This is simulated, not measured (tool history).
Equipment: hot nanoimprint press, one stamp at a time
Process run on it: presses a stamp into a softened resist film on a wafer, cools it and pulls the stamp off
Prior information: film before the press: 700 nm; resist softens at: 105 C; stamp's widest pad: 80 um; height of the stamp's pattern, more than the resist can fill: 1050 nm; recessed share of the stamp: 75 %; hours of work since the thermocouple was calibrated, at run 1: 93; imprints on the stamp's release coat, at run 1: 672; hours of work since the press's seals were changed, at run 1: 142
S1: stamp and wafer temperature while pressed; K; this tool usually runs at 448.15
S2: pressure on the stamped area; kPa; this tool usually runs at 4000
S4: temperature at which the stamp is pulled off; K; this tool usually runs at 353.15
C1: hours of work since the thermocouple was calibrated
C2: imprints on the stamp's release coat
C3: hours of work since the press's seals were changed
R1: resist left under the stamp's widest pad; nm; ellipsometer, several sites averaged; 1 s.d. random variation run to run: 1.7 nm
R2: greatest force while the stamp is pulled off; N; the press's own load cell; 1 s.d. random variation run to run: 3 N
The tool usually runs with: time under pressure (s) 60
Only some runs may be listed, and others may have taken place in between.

Run 1, hour 0.0: usual settings; C1 93; C2 672; C3 142. Result: R1 361.1 nm, R2 143 N.
Run 2, hour 8.7: usual settings; C1 100; C2 699; C3 149. Result: R1 360.9 nm, R2 138 N.
Run 3, hour 19.0: usual settings; C1 108; C2 730; C3 157. Result: R1 365.9 nm, R2 144 N.
Run 4, hour 27.3: usual settings; C1 114; C2 755; C3 163. Result: R1 362.5 nm, R2 146 N.
Run 5, hour 36.4: usual settings; C1 122; C2 783; C3 171. Result: R1 363.0 nm, R2 142 N.
Run 6, hour 46.7: usual settings but time under pressure (s) 86; C1 130; C2 814; C3 179. Result: R1 323.6 nm, R2 145 N.
Run 7, hour 53.3: usual settings but time under pressure (s) 86; C1 135; C2 834; C3 184. Result: R1 327.4 nm, R2 147 N.
Run 8, hour 58.4: usual settings but time under pressure (s) 86; C1 139; C2 849; C3 188. Result: R1 322.8 nm, R2 141 N.
Run 9, hour 65.8: usual settings but time under pressure (s) 86; C1 145; C2 872; C3 194. Result: R1 323.2 nm, R2 145 N.
Run 10, hour 74.5: usual settings but time under pressure (s) 86; C1 152; C2 898; C3 201. Result: R1 326.5 nm, R2 143 N.
Run 11, hour 82.1: usual settings but time under pressure (s) 86; C1 158; C2 921; C3 207. Result: R1 325.4 nm, R2 144 N.
Run 12, hour 90.3: usual settings but time under pressure (s) 86; C1 164; C2 946; C3 213. Result: R1 325.2 nm, R2 144 N.
At hour 96.7: stamp cleaned and given a new release coat.
Run 13, hour 105.0: usual settings; C1 171; C2 25; C3 220. Result: R1 367.4 nm, R2 139 N.
Run 14, hour 109.3: usual settings; C1 174; C2 39; C3 223. Result: R1 366.9 nm, R2 142 N.
Run 15, hour 113.6: usual settings; C1 178; C2 52; C3 227. Result: R1 368.7 nm, R2 141 N.
Run 16, hour 118.0: usual settings but S4 346.15 K; C1 181; C2 65; C3 230. Result: R1 366.1 nm, R2 167 N.
Run 17, hour 128.2: usual settings but S1 446.15 K, S2 3850 kPa, time under pressure (s) 56, S4 342.15 K; C1 189; C2 96; C3 238. Result: R1 413.9 nm, R2 196 N.
Run 18, hour 136.3: usual settings but S2 4090 kPa, S4 339.15 K; C1 196; C2 120; C3 245. Result: R1 362.9 nm, R2 198 N.
Run 19, hour 146.8: usual settings but S2 4090 kPa, S4 339.15 K; C1 204; C2 152; C3 253. Result: R1 360.3 nm, R2 198 N.
Run 20, hour 151.5: usual settings but S1 447.15 K, S2 6200 kPa, S4 339.15 K; C1 208; C2 167; C3 257. Result: R1 304.5 nm, R2 197 N.
Run 21, hour 157.6: usual settings but S1 447.15 K, S2 2860 kPa, S4 352.15 K; C1 213; C2 185; C3 262. Result: R1 447.7 nm, R2 146 N.
Run 22, hour 166.1: usual settings but S1 447.15 K, S2 2860 kPa, S4 352.15 K; C1 219; C2 211; C3 268. Result: R1 450.5 nm, R2 147 N.
Run 23, hour 176.1: usual settings but S1 447.15 K, S2 2860 kPa, S4 352.15 K; C1 227; C2 241; C3 276. Result: R1 444.9 nm, R2 150 N.
Run 24, hour 185.1: usual settings but S1 445.15 K, time under pressure (s) 109; C1 234; C2 268; C3 283. Result: R1 345.5 nm, R2 143 N.
Run 25, hour 190.5: usual settings but S1 456.15 K, S2 4930 kPa; C1 239; C2 285; C3 288. Result: R1 233.3 nm, R2 144 N.
Run 26, hour 195.2: usual settings but S1 442.15 K, S2 3320 kPa, time under pressure (s) 35, S4 349.15 K; C1 242; C2 299; C3 291. Result: R1 557.6 nm, R2 156 N.
Run 27, hour 199.9: usual settings but S1 442.15 K, S2 6220 kPa, time under pressure (s) 35, S4 349.15 K; C1 246; C2 313; C3 295. Result: R1 442.7 nm, R2 163 N.
Run 28, hour 210.0: usual settings but S1 454.15 K, S2 4880 kPa, time under pressure (s) 33, S4 352.15 K; C1 254; C2 344; C3 303. Result: R1 316.1 nm, R2 150 N.
Run 29, hour 217.3: usual settings but S1 454.15 K, S2 4880 kPa, time under pressure (s) 33, S4 352.15 K; C1 260; C2 366; C3 309. Result: R1 315.6 nm, R2 144 N.

Here are 5 independent what-if runs from the current tool condition. What would each one return?
At hour 227.8: plate thermocouple calibrated.
Run A, hour 227.8: usual settings but S1 440.15 K, S2 4880 kPa, time under pressure (s) 42, S4 350.15 K; C1 0; C2 389; C3 315. Result: R1 ?, R2 ?.
At hour 227.8: plate thermocouple calibrated.
Run B, hour 227.8: usual settings but S1 454.15 K, S2 4880 kPa, time under pressure (s) 33, S4 347.15 K; C1 0; C2 389; C3 315. Result: R1 ?, R2 ?.
At hour 227.8: plate thermocouple calibrated.
Run C, hour 227.8: usual settings but S1 439.15 K, time under pressure (s) 51; C1 0; C2 389; C3 315. Result: R1 ?, R2 ?.
At hour 227.8: plate thermocouple calibrated.
Run D, hour 227.8: usual settings but S1 452.15 K, S2 2540 kPa, time under pressure (s) 33, S4 358.15 K; C1 0; C2 389; C3 315. Result: R1 ?, R2 ?.
At hour 227.8: plate thermocouple calibrated.
Run E, hour 227.8: usual settings but S2 5330 kPa, time under pressure (s) 61, S4 358.15 K; C1 0; C2 389; C3 315. Result: R1 ?, R2 ?.

run     R1   R2
  A  502.5  155
  B  315.1  164
  C  533.1  140
  D  471.5  123
  E  317.3  119
Without the tool's unlogged condition, the same runs would have read:
run     R1   R2
  A  492.3  155
  B  308.6  163
  C  522.2  140
  D  461.9  123
  E  310.8  119

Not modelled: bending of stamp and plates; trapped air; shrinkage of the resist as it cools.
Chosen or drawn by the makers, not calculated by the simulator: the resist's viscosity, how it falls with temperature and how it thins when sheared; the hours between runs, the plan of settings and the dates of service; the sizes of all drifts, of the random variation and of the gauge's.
